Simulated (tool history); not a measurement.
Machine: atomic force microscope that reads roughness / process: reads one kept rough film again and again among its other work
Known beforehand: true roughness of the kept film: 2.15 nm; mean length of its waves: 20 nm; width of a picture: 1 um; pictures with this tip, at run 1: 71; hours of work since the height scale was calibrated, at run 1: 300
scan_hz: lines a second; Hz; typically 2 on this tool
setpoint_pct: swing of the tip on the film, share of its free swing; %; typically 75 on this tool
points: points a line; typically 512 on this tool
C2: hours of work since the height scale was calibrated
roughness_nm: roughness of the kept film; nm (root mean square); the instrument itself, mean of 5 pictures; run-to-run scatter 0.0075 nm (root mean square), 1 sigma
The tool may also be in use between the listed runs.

Run 1, hour 0: usual settings; pictures with this tip 71; C2 300. Result: roughness_nm 1.568 nm (root mean square).
Run 2, hour 25: usual settings; pictures with this tip 88; C2 311. Result: roughness_nm 1.576 nm (root mean square).
Run 3, hour 50.6: usual settings; pictures with this tip 105; C2 322. Result: roughness_nm 1.586 nm (root mean square).
Run 4, hour 75.3: usual settings; pictures with this tip 121; C2 332. Result: roughness_nm 1.586 nm (root mean square).
Run 5, hour 106.2: usual settings but setpoint_pct 81 %; pictures with this tip 142; C2 345. Result: roughness_nm 1.525 nm (root mean square).
Run 6, hour 144: usual settings but setpoint_pct 81 %; pictures with this tip 167; C2 361. Result: roughness_nm 1.516 nm (root mean square).
Run 7, hour 172.3: usual settings but setpoint_pct 81 %; pictures with this tip 186; C2 373. Result: roughness_nm 1.52 nm (root mean square).
Run 8, hour 202.9: usual settings but scan_hz 3.45 Hz; pictures with this tip 207; C2 386. Result: roughness_nm 1.459 nm (root mean square).
Run 9, hour 230.1: usual settings but scan_hz 0.88 Hz, points 370; pictures with this tip 225; C2 398. Result: roughness_nm 1.662 nm (root mean square).
Run 10, hour 250.9: usual settings but scan_hz 0.85 Hz, setpoint_pct 66 %, points 465; pictures with this tip 239; C2 407. Result: roughness_nm 1.699 nm (root mean square).
Run 11, hour 282.9: usual settings but scan_hz 0.66 Hz, setpoint_pct 71 %; pictures with this tip 261; C2 420. Result: roughness_nm 1.717 nm (root mean square).
At hour 289: new tip fitted.
Run 12, hour 304.7: usual settings but scan_hz 0.66 Hz, setpoint_pct 71 %; pictures with this tip 11; C2 429. Result: roughness_nm 1.695 nm (root mean square).
Run 13, hour 328.7: usual settings but scan_hz 1.86 Hz, setpoint_pct 70 %, points 647; pictures with this tip 27; C2 440. Result: roughness_nm 1.634 nm (root mean square).
Run 14, hour 367.1: usual settings but scan_hz 2.02 Hz, setpoint_pct 82 %, points 373; pictures with this tip 53; C2 456. Result: roughness_nm 1.503 nm (root mean square).
Run 15, hour 403.2: usual settings but scan_hz 0.62 Hz, setpoint_pct 70 %; pictures with this tip 77; C2 471. Result: roughness_nm 1.7 nm (root mean square).
Run 16, hour 425.1: usual settings but scan_hz 0.62 Hz, setpoint_pct 70 %; pictures with this tip 92; C2 480. Result: roughness_nm 1.716 nm (root mean square).

How the hidden state differs across the entries between the runs, from the last listed run before each to the first after it:
Runs 11 to 12: new tip fitted (hour 289)
  radius of the tip, nm: 10.3 -> 10
  what was measured, less what the result would be without the hidden state, roughness_nm: -0.008 -> -0.001 nm (root mean square)
